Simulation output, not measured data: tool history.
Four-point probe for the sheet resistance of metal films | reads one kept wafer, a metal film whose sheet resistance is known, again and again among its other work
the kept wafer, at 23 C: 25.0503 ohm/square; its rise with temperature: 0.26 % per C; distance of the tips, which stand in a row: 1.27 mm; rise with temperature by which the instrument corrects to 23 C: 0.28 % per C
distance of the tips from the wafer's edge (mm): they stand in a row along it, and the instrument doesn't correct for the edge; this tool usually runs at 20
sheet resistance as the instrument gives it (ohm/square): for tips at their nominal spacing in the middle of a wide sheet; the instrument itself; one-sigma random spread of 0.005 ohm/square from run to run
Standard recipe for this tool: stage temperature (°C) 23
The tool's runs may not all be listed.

run,day,stage temperature (°C),distance of the tips from the wafer's edge (mm),sheet resistance as the instrument gives it (ohm/square)
1,0,23,20,24.842503
2,1.204,23,20,24.840331
3,2.454,23,20,24.844145
4,3.771,23,20,24.83678
5,4.742,23,20,24.834282
6,5.496,23,20,24.829578
7,6.662,23,20,24.82928
8,7.592,34,20,24.758057
9,9.108,34,20,24.73641
10,10.35,23,53,24.772691
11,11.929,23,53,24.758016
12,13.142,23,53,24.756933
13,13.938,23,53,24.756874
# day 15.588: new probe head fitted
14,15.688,23,53,25.172037
15,16.696,23,53,25.153808
16,18.325,23,53,25.149946

What does the tool deliver on the next run?
17,20.021,23,53,?

Run 17 came out at sheet resistance as the instrument gives it (ohm/square) 25.148427.
Minus the tool's unlogged condition, the same run would have read sheet resistance as the instrument gives it (ohm/square) 25.057297.

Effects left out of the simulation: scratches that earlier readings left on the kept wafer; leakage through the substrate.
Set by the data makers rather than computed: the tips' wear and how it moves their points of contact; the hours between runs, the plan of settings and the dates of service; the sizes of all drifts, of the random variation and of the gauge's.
